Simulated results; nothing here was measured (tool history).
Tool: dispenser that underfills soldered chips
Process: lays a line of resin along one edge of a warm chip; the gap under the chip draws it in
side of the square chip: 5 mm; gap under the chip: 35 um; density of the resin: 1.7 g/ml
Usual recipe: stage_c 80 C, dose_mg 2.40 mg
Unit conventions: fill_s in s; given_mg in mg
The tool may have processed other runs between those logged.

{"run": 1, "hour": 0.0, "stage_c": 80, "dose_mg": 2.4, "fill_s": 19.7, "given_mg": 2.14}
{"hour": 7.4, "done": "new syringe of resin"}
{"run": 2, "hour": 7.4, "stage_c": 80, "dose_mg": 2.19, "fill_s": 19.5, "given_mg": 1.93}
{"run": 3, "hour": 11.5, "stage_c": 80, "dose_mg": 2.19, "fill_s": 22.6, "given_mg": 1.96}
{"hour": 15.6, "done": "new syringe of resin"}
{"run": 4, "hour": 16.8, "stage_c": 80, "dose_mg": 2.14, "fill_s": 21.0, "given_mg": 1.9}
{"hour": 24.0, "done": "new syringe of resin"}
{"run": 5, "hour": 24.8, "stage_c": 82, "dose_mg": 2.14, "fill_s": 17.9, "given_mg": 1.88}
{"run": 6, "hour": 29.9, "stage_c": 82, "dose_mg": 2.14, "fill_s": 23.0, "given_mg": 1.87}
{"hour": 32.1, "done": "new syringe of resin"}
{"run": 7, "hour": 34.4, "stage_c": 89, "dose_mg": 2.4, "fill_s": 13.4, "given_mg": 2.07}
{"hour": 38.8, "done": "dispensing valve cleaned and set on the balance"}
{"hour": 41.3, "done": "new syringe of resin"}
{"run": 8, "hour": 42.4, "stage_c": 89, "dose_mg": 2.4, "fill_s": 12.2, "given_mg": 2.41}
{"hour": 49.4, "done": "new syringe of resin"}
{"run": 9, "hour": 49.4, "stage_c": 89, "dose_mg": 2.23, "fill_s": 12.5, "given_mg": 2.18}
{"run": 10, "hour": 54.8, "stage_c": 74, "dose_mg": 2.4, "fill_s": 31.1, "given_mg": 2.39}
{"hour": 57.5, "done": "new syringe of resin"}
{"run": 11, "hour": 61.3, "stage_c": 74, "dose_mg": 2.4, "fill_s": 29.4, "given_mg": 2.36}
{"run": 12, "hour": 65.0, "stage_c": 74, "dose_mg": 2.4, "fill_s": 34.6, "given_mg": 2.34}
{"hour": 65.7, "done": "new syringe of resin"}
{"run": 13, "hour": 70.9, "stage_c": 80, "dose_mg": 3.04, "fill_s": 22.7, "given_mg": 2.96}
{"hour": 74.1, "done": "new syringe of resin"}
{"run": 14, "hour": 75.1, "stage_c": 80, "dose_mg": 2.26, "fill_s": 20.2, "given_mg": 2.18}
{"run": 15, "hour": 81.8, "stage_c": 80, "dose_mg": 2.26, "fill_s": 25.3, "given_mg": 2.18}
{"hour": 82.6, "done": "new syringe of resin"}
{"run": 16, "hour": 87.8, "stage_c": 80, "dose_mg": 2.26, "fill_s": 22.8, "given_mg": 2.19}
{"hour": 91.0, "done": "new syringe of resin"}
{"run": 17, "hour": 95.2, "stage_c": 80, "dose_mg": 2.97, "fill_s": 21.7, "given_mg": 2.91}
{"hour": 99.3, "done": "new syringe of resin"}
{"run": 18, "hour": 102.3, "stage_c": 80, "dose_mg": 2.4, "fill_s": 21.1, "given_mg": 2.31}
{"hour": 107.7, "done": "new syringe of resin"}
{"run": 19, "hour": 108.9, "stage_c": 80, "dose_mg": 2.4, "fill_s": 19.7, "given_mg": 2.26}
{"run": 20, "hour": 113.3, "stage_c": 80, "dose_mg": 2.48, "fill_s": 22.7, "given_mg": 2.38}
{"hour": 116.3, "done": "new syringe of resin"}
{"run": 21, "hour": 118.8, "stage_c": 65, "dose_mg": 2.33, "fill_s": 46.3, "given_mg": 2.21}
{"hour": 124.9, "done": "new syringe of resin"}
{"run": 22, "hour": 126.3, "stage_c": 84, "dose_mg": 2.01, "fill_s": 16.6, "given_mg": 1.87}

For run 23, what comes out?
{"run": 23, "hour": 132.4, "stage_c": 84, "dose_mg": 2.01, "fill_s": "?", "given_mg": "?"}

fill_s: 21.3 s
given_mg: 1.89 mg
The same run, on a tool lacking any hidden state, would have yielded fill_s 17.0 s, given_mg 2.00 mg.
